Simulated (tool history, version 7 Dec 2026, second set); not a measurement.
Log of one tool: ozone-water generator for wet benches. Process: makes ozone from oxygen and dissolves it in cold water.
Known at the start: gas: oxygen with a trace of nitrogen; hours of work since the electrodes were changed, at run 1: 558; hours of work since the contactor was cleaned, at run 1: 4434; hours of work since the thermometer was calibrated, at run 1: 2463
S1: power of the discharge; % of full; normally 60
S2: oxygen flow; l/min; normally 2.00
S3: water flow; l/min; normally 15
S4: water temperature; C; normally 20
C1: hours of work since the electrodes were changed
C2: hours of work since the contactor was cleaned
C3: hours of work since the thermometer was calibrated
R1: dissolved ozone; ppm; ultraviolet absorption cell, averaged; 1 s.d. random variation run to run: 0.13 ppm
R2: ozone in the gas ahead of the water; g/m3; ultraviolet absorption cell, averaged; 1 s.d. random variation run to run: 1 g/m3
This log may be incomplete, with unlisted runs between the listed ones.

run,hour,S1,S2,S3,S4,C1,C2,C3,R1,R2
1,0.0,60,2.00,15,20,558,4434,2463,13.4,177.1
2,65.8,60,2.00,15,20,607,4483,2512,13.3,176.8
3,105.1,60,2.00,15,18,636,4512,2541,13.8,175.9
4,151.4,60,2.00,15,13,670,4546,2576,14.1,176.6
5,204.2,60,2.00,15,13,710,4585,2615,14.2,176.8
# hour 218.5: water thermometer calibrated
6,251.5,60,2.00,15,13,744,4620,24,14.1,176.1
# hour 258.1: contactor cleaned
7,291.8,60,2.00,15,13,771,25,51,13.6,176.1
8,319.2,60,2.00,15,20,791,45,72,13.3,175.3
9,374.7,60,2.00,15,20,833,86,113,12.5,177.0
10,430.9,60,1.30,15,23,874,128,155,11.1,214.6
11,458.2,60,1.30,15,23,895,148,175,11.1,213.8
12,513.0,60,2.00,11,26,935,189,215,15.6,177.5
# hour 552.3: contactor cleaned, once more
13,579.8,60,2.00,11,26,982,20,262,16.4,175.0
14,608.6,60,2.00,11,26,1003,42,283,16.4,174.9

What will run 15 give?
15,668.9,57,1.03,10,20,1048,86,328,?,?

Run 15 yielded R1 15.9 ppm, R2 229.9 g/m3.
Take away the tool's hidden state, keep the run-to-run variation as it was, and the same run would have given R1 16.3 ppm, R2 235.6 g/m3.

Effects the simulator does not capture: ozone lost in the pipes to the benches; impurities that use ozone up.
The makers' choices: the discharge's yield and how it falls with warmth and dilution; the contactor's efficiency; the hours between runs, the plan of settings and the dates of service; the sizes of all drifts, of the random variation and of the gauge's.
